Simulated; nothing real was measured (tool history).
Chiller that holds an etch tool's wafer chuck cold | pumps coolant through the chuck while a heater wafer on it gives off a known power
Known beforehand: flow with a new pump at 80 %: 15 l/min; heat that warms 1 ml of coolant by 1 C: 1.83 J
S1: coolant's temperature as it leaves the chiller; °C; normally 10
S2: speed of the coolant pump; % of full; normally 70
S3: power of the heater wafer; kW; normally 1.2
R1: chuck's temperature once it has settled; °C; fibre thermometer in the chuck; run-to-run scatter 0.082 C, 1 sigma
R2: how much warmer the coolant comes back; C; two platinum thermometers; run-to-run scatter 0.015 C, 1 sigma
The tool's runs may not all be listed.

Run 1, hour 0: usual settings. Result: R1 21.05 °C, R2 3.04 C.
Run 2, hour 55.6: usual settings. Result: R1 21.07 °C, R2 3.02 C.
Run 3, hour 94.4: usual settings but S3 0.726 kW. Result: R1 16.58 °C, R2 1.85 C.
Run 4, hour 128.9: usual settings. Result: R1 21 °C, R2 3.02 C.
Run 5, hour 162.9: usual settings. Result: R1 20.89 °C, R2 3.01 C.
Run 6, hour 191.1: usual settings. Result: R1 20.96 °C, R2 3.02 C.
Run 7, hour 231.5: usual settings. Result: R1 21.06 °C, R2 2.99 C.
Run 8, hour 256.4: usual settings. Result: R1 21.06 °C, R2 3.02 C.
Run 9, hour 283.6: usual settings but S1 15 °C. Result: R1 25.97 °C, R2 3.04 C.
Run 10, hour 315.9: usual settings but S1 15 °C. Result: R1 25.98 °C, R2 3.04 C.
Run 11, hour 344.8: usual settings but S1 15 °C. Result: R1 25.85 °C, R2 3.02 C.
Run 12, hour 395.4: usual settings. Result: R1 20.96 °C, R2 3.01 C.
Run 13, hour 424.1: usual settings but S1 0 °C. Result: R1 10.96 °C, R2 3.04 C.
Run 14, hour 456.8: usual settings but S1 0 °C. Result: R1 11.04 °C, R2 3.03 C.
Run 15, hour 507.4: usual settings. Result: R1 20.96 °C, R2 3.01 C.
Run 16, hour 533.6: usual settings. Result: R1 20.9 °C, R2 3.03 C.
Run 17, hour 581.3: usual settings but S1 16 °C, S2 75 % of full, S3 1.56 kW. Result: R1 29.68 °C, R2 3.64 C.
Run 18, hour 637.6: usual settings but S2 84 % of full, S3 1.614 kW. Result: R1 23.1 °C, R2 3.35 C.
Run 19, hour 669.3: usual settings but S1 5 °C, S2 69 % of full, S3 1.782 kW. Result: R1 21.54 °C, R2 4.59 C.
Run 20, hour 707.8: usual settings but S2 64 % of full, S3 0.888 kW. Result: R1 18.57 °C, R2 2.46 C.
Run 21, hour 764.2: usual settings but S1 2 °C, S2 90 % of full, S3 0.888 kW. Result: R1 8.91 °C, R2 1.7 C.
Run 22, hour 794.3: usual settings but S1 3 °C, S3 1.66 kW. Result: R1 18.34 °C, R2 4.16 C.
Run 23, hour 850.5: usual settings but S1 3 °C, S2 69 % of full, S3 1.317 kW. Result: R1 15.13 °C, R2 3.36 C.
Run 24, hour 882.6: usual settings but S1 3 °C, S2 69 % of full, S3 1.317 kW. Result: R1 15.07 °C, R2 3.37 C.
Run 25, hour 928.9: usual settings but S1 5 °C, S2 73 % of full. Result: R1 15.75 °C, R2 2.89 C.
Run 26, hour 971.6: usual settings but S1 5 °C, S2 73 % of full. Result: R1 15.64 °C, R2 2.89 C.
Run 27, hour 1002.8: usual settings but S3 1.017 kW. Result: R1 19.32 °C, R2 2.55 C.
Run 28, hour 1037.2: usual settings but S3 1.017 kW. Result: R1 19.27 °C, R2 2.55 C.
At hour 1079.4: coolant changed, channels flushed.
Run 29, hour 1103.4: usual settings but S3 1.017 kW. Result: R1 19.22 °C, R2 2.57 C.
Run 30, hour 1138.8: usual settings but S1 12 °C, S2 96 % of full, S3 0.919 kW. Result: R1 18.9 °C, R2 1.65 C.
Run 31, hour 1185.1: usual settings but S1 12 °C, S2 96 % of full, S3 0.919 kW. Result: R1 18.91 °C, R2 1.65 C.

5 options for the next run, each taken on its own from the tool as it stands now. Forecast them:
Run A, hour 1213.3: usual settings but S1 8 °C, S2 96 % of full, S3 0.919 kW. Result: R1 ?, R2 ?.
Run B, hour 1213.3: usual settings but S1 17 °C, S2 96 % of full, S3 0.817 kW. Result: R1 ?, R2 ?.
Run C, hour 1213.3: usual settings but S1 7 °C, S2 92 % of full, S3 0.919 kW. Result: R1 ?, R2 ?.
Run D, hour 1213.3: usual settings but S1 16 °C, S2 67 % of full, S3 0.919 kW. Result: R1 ?, R2 ?.
Run E, hour 1213.3: usual settings but S1 7 °C, S2 72 % of full, S3 1.685 kW. Result: R1 ?, R2 ?.

run     R1    R2
  A   14.8  1.64
  B  23.15  1.48
  C  14.17  1.75
  D  24.66  2.41
  E  22.13  4.12
With no hidden state in the tool, these same runs would have given:
run     R1    R2
  A  14.79  1.64
  B  23.14  1.48
  C  14.17  1.75
  D  24.66  2.41
  E  22.12  4.12
